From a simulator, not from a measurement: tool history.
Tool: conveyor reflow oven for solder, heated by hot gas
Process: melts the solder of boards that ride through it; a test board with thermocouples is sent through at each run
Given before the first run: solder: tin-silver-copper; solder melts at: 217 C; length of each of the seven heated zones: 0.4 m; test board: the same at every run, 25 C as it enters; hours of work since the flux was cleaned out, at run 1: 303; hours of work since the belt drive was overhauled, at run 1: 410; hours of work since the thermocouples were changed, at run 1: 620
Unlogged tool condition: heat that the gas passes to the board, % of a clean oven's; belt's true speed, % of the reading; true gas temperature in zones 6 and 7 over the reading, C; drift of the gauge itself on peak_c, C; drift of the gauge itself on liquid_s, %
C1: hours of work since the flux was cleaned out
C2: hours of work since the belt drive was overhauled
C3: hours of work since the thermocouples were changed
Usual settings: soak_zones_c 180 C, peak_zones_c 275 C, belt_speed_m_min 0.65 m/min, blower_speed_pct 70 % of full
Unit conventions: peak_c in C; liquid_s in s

run 1 hour=0 | soak_zones_c=180 peak_zones_c=275 belt_speed_m_min=0.65 blower_speed_pct=70 | C1=303 C2=410 C3=620 | peak_c=261.6 liquid_s=63.8
run 2 hour=16.3 | soak_zones_c=180 peak_zones_c=268 belt_speed_m_min=0.65 blower_speed_pct=70 | C1=311 C2=418 C3=628 | peak_c=255.3 liquid_s=60.1
run 3 hour=33.3 | soak_zones_c=180 peak_zones_c=275 belt_speed_m_min=0.65 blower_speed_pct=70 | C1=320 C2=427 C3=637 | peak_c=261.6 liquid_s=63.6
run 4 hour=53.2 | soak_zones_c=180 peak_zones_c=275 belt_speed_m_min=0.65 blower_speed_pct=70 | C1=331 C2=438 C3=647 | peak_c=261.7 liquid_s=63.4
run 5 hour=64.9 | soak_zones_c=180 peak_zones_c=275 belt_speed_m_min=0.65 blower_speed_pct=70 | C1=337 C2=444 C3=654 | peak_c=261.3 liquid_s=63.2
run 6 hour=75.5 | soak_zones_c=180 peak_zones_c=275 belt_speed_m_min=0.65 blower_speed_pct=70 | C1=342 C2=449 C3=659 | peak_c=261.5 liquid_s=63.2
run 7 hour=92.9 | soak_zones_c=180 peak_zones_c=275 belt_speed_m_min=0.65 blower_speed_pct=70 | C1=352 C2=458 C3=668 | peak_c=262 liquid_s=63.7
run 8 hour=113.7 | soak_zones_c=180 peak_zones_c=275 belt_speed_m_min=0.65 blower_speed_pct=88 | C1=362 C2=469 C3=679 | peak_c=263.8 liquid_s=64.8
-- hour=118.6 belt drive overhauled, speed set with a stopwatch
run 9 hour=131.1 | soak_zones_c=180 peak_zones_c=275 belt_speed_m_min=0.65 blower_speed_pct=88 | C1=370 C2=7 C3=686 | peak_c=263.8 liquid_s=65.1
run 10 hour=150.2 | soak_zones_c=180 peak_zones_c=265 belt_speed_m_min=0.65 blower_speed_pct=70 | C1=380 C2=17 C3=696 | peak_c=252.7 liquid_s=58.8
run 11 hour=164.9 | soak_zones_c=180 peak_zones_c=275 belt_speed_m_min=0.65 blower_speed_pct=70 | C1=387 C2=24 C3=704 | peak_c=261.8 liquid_s=63.9
-- hour=171.7 flux residue cleaned out of gas plates and filters
run 12 hour=191.3 | soak_zones_c=180 peak_zones_c=275 belt_speed_m_min=0.65 blower_speed_pct=70 | C1=10 C2=36 C3=715 | peak_c=262.9 liquid_s=64.5
run 13 hour=200.3 | soak_zones_c=180 peak_zones_c=275 belt_speed_m_min=0.65 blower_speed_pct=70 | C1=15 C2=40 C3=720 | peak_c=262.8 liquid_s=64.3
-- hour=207.4 belt drive overhauled, speed set with a stopwatch, once more
run 14 hour=221 | soak_zones_c=180 peak_zones_c=275 belt_speed_m_min=0.65 blower_speed_pct=70 | C1=24 C2=7 C3=729 | peak_c=262.5 liquid_s=63.7
run 15 hour=242.1 | soak_zones_c=180 peak_zones_c=275 belt_speed_m_min=0.65 blower_speed_pct=70 | C1=35 C2=18 C3=740 | peak_c=262.5 liquid_s=63.6
run 16 hour=261 | soak_zones_c=180 peak_zones_c=275 belt_speed_m_min=0.65 blower_speed_pct=70 | C1=45 C2=28 C3=750 | peak_c=262.6 liquid_s=63.7
run 17 hour=274.3 | soak_zones_c=183 peak_zones_c=270 belt_speed_m_min=0.529 blower_speed_pct=70 | C1=52 C2=35 C3=757 | peak_c=263.1 liquid_s=81
run 18 hour=290.9 | soak_zones_c=183 peak_zones_c=270 belt_speed_m_min=0.529 blower_speed_pct=70 | C1=61 C2=44 C3=765 | peak_c=263.3 liquid_s=81.1
run 19 hour=309.7 | soak_zones_c=184 peak_zones_c=270 belt_speed_m_min=0.529 blower_speed_pct=57 | C1=70 C2=54 C3=775 | peak_c=261.8 liquid_s=80.4
run 20 hour=325 | soak_zones_c=194 peak_zones_c=281 belt_speed_m_min=0.65 blower_speed_pct=70 | C1=78 C2=62 C3=783 | peak_c=269.8 liquid_s=72.2
run 21 hour=339.1 | soak_zones_c=194 peak_zones_c=281 belt_speed_m_min=0.65 blower_speed_pct=70 | C1=86 C2=69 C3=791 | peak_c=270 liquid_s=72.2
run 22 hour=356.2 | soak_zones_c=192 peak_zones_c=270 belt_speed_m_min=0.52 blower_speed_pct=70 | C1=95 C2=78 C3=800 | peak_c=264.5 liquid_s=87.1
run 23 hour=375.1 | soak_zones_c=175 peak_zones_c=273 belt_speed_m_min=0.554 blower_speed_pct=83 | C1=105 C2=88 C3=810 | peak_c=265.5 liquid_s=75.7
run 24 hour=394.9 | soak_zones_c=180 peak_zones_c=271 belt_speed_m_min=0.739 blower_speed_pct=70 | C1=115 C2=98 C3=820 | peak_c=255.2 liquid_s=51.7
run 25 hour=413.9 | soak_zones_c=193 peak_zones_c=286 belt_speed_m_min=0.617 blower_speed_pct=51 | C1=125 C2=108 C3=830 | peak_c=272.5 liquid_s=76.6
run 26 hour=427.2 | soak_zones_c=193 peak_zones_c=286 belt_speed_m_min=0.617 blower_speed_pct=51 | C1=132 C2=115 C3=837 | peak_c=272.4 liquid_s=76.2
run 27 hour=448.1 | soak_zones_c=194 peak_zones_c=286 belt_speed_m_min=0.699 blower_speed_pct=51 | C1=143 C2=126 C3=848 | peak_c=268.6 liquid_s=66.5
run 28 hour=457.4 | soak_zones_c=194 peak_zones_c=286 belt_speed_m_min=0.699 blower_speed_pct=51 | C1=148 C2=131 C3=853 | peak_c=268.5 liquid_s=66.5
run 29 hour=475.6 | soak_zones_c=194 peak_zones_c=286 belt_speed_m_min=0.699 blower_speed_pct=51 | C1=158 C2=141 C3=863 | peak_c=268.4 liquid_s=66.4
run 30 hour=484.6 | soak_zones_c=182 peak_zones_c=286 belt_speed_m_min=0.699 blower_speed_pct=54 | C1=162 C2=146 C3=867 | peak_c=267 liquid_s=61.2

Subtracting, for every run, the result it would have given without the tool's unlogged condition from the measured result gives the following. The same run-to-run variation enters both numbers; the gauge's scatter may not:
run=1 peak_c=-0.3 liquid_s=+0
run=2 peak_c=-0.2 liquid_s=-0.1
run=3 peak_c=-0.2 liquid_s=+0
run=4 peak_c=-0.3 liquid_s=+0.1
run=5 peak_c=-0.3 liquid_s=+0.1
run=6 peak_c=-0.3 liquid_s=+0
run=7 peak_c=-0.3 liquid_s=+0.1
run=8 peak_c=-0.4 liquid_s=+0.1
run=9 peak_c=-0.4 liquid_s=+0.3
run=10 peak_c=-0.3 liquid_s=+0
run=11 peak_c=-0.3 liquid_s=+0.3
run=12 peak_c=+0.9 liquid_s=+1
run=13 peak_c=+0.8 liquid_s=+1
run=14 peak_c=+0.6 liquid_s=+0.2
run=15 peak_c=+0.6 liquid_s=+0.3
run=16 peak_c=+0.6 liquid_s=+0.2
run=17 peak_c=+0.6 liquid_s=+0.3
run=18 peak_c=+0.7 liquid_s=+0.3
run=19 peak_c=+0.6 liquid_s=+0.4
run=20 peak_c=+0.5 liquid_s=+0.2
run=21 peak_c=+0.5 liquid_s=+0.2
run=22 peak_c=+0.7 liquid_s=+0.4
run=23 peak_c=+0.6 liquid_s=+0.3
run=24 peak_c=+0.3 liquid_s=+0.1
run=25 peak_c=+0.5 liquid_s=+0.3
run=26 peak_c=+0.5 liquid_s=+0.3
run=27 peak_c=+0.3 liquid_s=+0.3
run=28 peak_c=+0.4 liquid_s=+0.3
run=29 peak_c=+0.3 liquid_s=+0.2
run=30 peak_c=+0.3 liquid_s=+0.2
